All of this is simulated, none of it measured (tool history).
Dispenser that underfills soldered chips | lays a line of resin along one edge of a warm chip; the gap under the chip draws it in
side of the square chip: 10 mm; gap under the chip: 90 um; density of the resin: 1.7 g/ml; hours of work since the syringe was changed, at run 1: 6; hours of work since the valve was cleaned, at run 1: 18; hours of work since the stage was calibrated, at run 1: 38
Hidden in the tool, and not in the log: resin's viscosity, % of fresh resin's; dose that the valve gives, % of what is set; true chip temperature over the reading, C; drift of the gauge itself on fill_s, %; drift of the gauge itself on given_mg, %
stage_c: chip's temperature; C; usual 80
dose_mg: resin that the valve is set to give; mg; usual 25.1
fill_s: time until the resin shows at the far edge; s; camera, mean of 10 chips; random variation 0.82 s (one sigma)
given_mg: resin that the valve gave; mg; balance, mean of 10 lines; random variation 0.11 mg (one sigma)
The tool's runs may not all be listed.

run  hour  stage_c  dose_mg  hours of work since the syringe was changed  hours of work since the valve was cleaned  hours of work since the stage was calibrated  fill_s  given_mg
  1   0.0       80     25.1                                            6                                         18                                            38   104.9     24.83
      3.8  -- new syringe of resin
  2   6.6       80     25.1                                            2                                         22                                            42    82.7     24.77
  3   9.9       80     25.1                                            4                                         24                                            44    91.1     24.83
  4  14.5       80     26.4                                            7                                         27                                            47   106.2     25.85
     17.3  -- new syringe of resin
  5  19.4       80     26.4                                            1                                         30                                            49    80.2     25.77
  6  25.5       80     26.4                                            5                                         33                                            53    96.0     25.89
  7  29.5       94     25.1                                            7                                         36                                            56    57.9     24.39
     30.8  -- new syringe of resin
  8  35.4       81     25.2                                            3                                         39                                            59    82.4     24.38
  9  42.2       65     21.8                                            7                                         43                                            63   227.5     21.17
     44.4  -- new syringe of resin
 10  47.8       65     21.8                                            2                                         46                                            66   186.3     21.15
 11  54.0       77     21.8                                            6                                         50                                            70   120.6     21.18
     58.2  -- new syringe of resin
 12  60.4       77     21.8                                            1                                         54                                            74    97.4     20.92

Run 13 comes next. What will it give?
 13  63.9       81     21.5                                            3                                         56                                            76       ?         ?

fill_s: 91.1 s
given_mg: 20.72 mg
Without the tool's hidden state the same run would have given fill_s 76.5 s, given_mg 21.51 mg.
